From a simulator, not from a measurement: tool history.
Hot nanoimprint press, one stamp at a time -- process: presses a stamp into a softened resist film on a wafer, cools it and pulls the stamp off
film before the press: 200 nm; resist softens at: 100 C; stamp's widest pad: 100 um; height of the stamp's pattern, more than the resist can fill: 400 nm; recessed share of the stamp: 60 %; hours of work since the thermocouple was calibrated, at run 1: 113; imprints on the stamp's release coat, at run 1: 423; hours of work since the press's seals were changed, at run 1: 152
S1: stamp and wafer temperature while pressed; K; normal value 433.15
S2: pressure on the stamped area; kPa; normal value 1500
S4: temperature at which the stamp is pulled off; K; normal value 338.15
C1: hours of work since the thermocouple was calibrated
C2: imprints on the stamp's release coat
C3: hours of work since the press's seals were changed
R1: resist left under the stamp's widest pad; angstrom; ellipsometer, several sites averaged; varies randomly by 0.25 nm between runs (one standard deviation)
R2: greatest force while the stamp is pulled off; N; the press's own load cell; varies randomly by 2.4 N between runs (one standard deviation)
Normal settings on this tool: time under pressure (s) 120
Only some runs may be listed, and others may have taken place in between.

{"run": 1, "day": 0.0, "S1": 433.15, "S2": 1500, "time under pressure (s)": 120, "S4": 338.15, "C1": 113, "C2": 423, "C3": 152, "R1": 1056, "R2": 175}
{"run": 2, "day": 1.683, "S1": 433.15, "S2": 1500, "time under pressure (s)": 120, "S4": 338.15, "C1": 130, "C2": 552, "C3": 169, "R1": 1057, "R2": 177}
{"day": 2.912, "done": "stamp cleaned and given a new release coat"}
{"run": 3, "day": 2.912, "S1": 433.15, "S2": 1500, "time under pressure (s)": 120, "S4": 338.15, "C1": 139, "C2": 0, "C3": 178, "R1": 1054, "R2": 171}
{"run": 4, "day": 3.867, "S1": 433.15, "S2": 1500, "time under pressure (s)": 120, "S4": 338.15, "C1": 148, "C2": 73, "C3": 188, "R1": 1051, "R2": 175}
{"run": 5, "day": 4.892, "S1": 433.15, "S2": 1500, "time under pressure (s)": 120, "S4": 338.15, "C1": 158, "C2": 152, "C3": 198, "R1": 1055, "R2": 174}
{"run": 6, "day": 5.583, "S1": 433.15, "S2": 1500, "time under pressure (s)": 120, "S4": 338.15, "C1": 165, "C2": 205, "C3": 204, "R1": 1052, "R2": 178}
{"run": 7, "day": 6.808, "S1": 433.15, "S2": 1500, "time under pressure (s)": 120, "S4": 338.15, "C1": 177, "C2": 298, "C3": 216, "R1": 1051, "R2": 178}
{"run": 8, "day": 8.438, "S1": 433.15, "S2": 1500, "time under pressure (s)": 120, "S4": 338.15, "C1": 193, "C2": 423, "C3": 232, "R1": 1044, "R2": 178}
{"run": 9, "day": 9.912, "S1": 433.15, "S2": 1500, "time under pressure (s)": 120, "S4": 338.15, "C1": 207, "C2": 536, "C3": 246, "R1": 1046, "R2": 173}
{"day": 11.371, "done": "stamp cleaned and given a new release coat"}
{"run": 10, "day": 11.388, "S1": 433.15, "S2": 1500, "time under pressure (s)": 120, "S4": 338.15, "C1": 219, "C2": 1, "C3": 258, "R1": 1048, "R2": 170}
{"run": 11, "day": 12.488, "S1": 433.15, "S2": 1500, "time under pressure (s)": 65, "S4": 338.15, "C1": 230, "C2": 85, "C3": 269, "R1": 1265, "R2": 174}
{"run": 12, "day": 13.246, "S1": 433.15, "S2": 1500, "time under pressure (s)": 120, "S4": 338.15, "C1": 237, "C2": 143, "C3": 276, "R1": 1044, "R2": 174}
{"run": 13, "day": 14.442, "S1": 433.15, "S2": 1500, "time under pressure (s)": 120, "S4": 338.15, "C1": 249, "C2": 235, "C3": 288, "R1": 1043, "R2": 176}
{"run": 14, "day": 15.246, "S1": 433.15, "S2": 1480, "time under pressure (s)": 120, "S4": 338.15, "C1": 257, "C2": 296, "C3": 296, "R1": 1048, "R2": 177}
{"run": 15, "day": 16.833, "S1": 433.15, "S2": 1500, "time under pressure (s)": 120, "S4": 338.15, "C1": 272, "C2": 418, "C3": 311, "R1": 1043, "R2": 175}

Run 16 comes next. What will it give?
{"run": 16, "day": 18.088, "S1": 433.15, "S2": 1140, "time under pressure (s)": 90, "S4": 328.15, "C1": 284, "C2": 513, "C3": 323, "R1": "?", "R2": "?"}

R1: 1261 angstrom
R2: 196 N
The same run, on a tool lacking any hidden state, would have yielded R1 1276 angstrom, R2 195 N.

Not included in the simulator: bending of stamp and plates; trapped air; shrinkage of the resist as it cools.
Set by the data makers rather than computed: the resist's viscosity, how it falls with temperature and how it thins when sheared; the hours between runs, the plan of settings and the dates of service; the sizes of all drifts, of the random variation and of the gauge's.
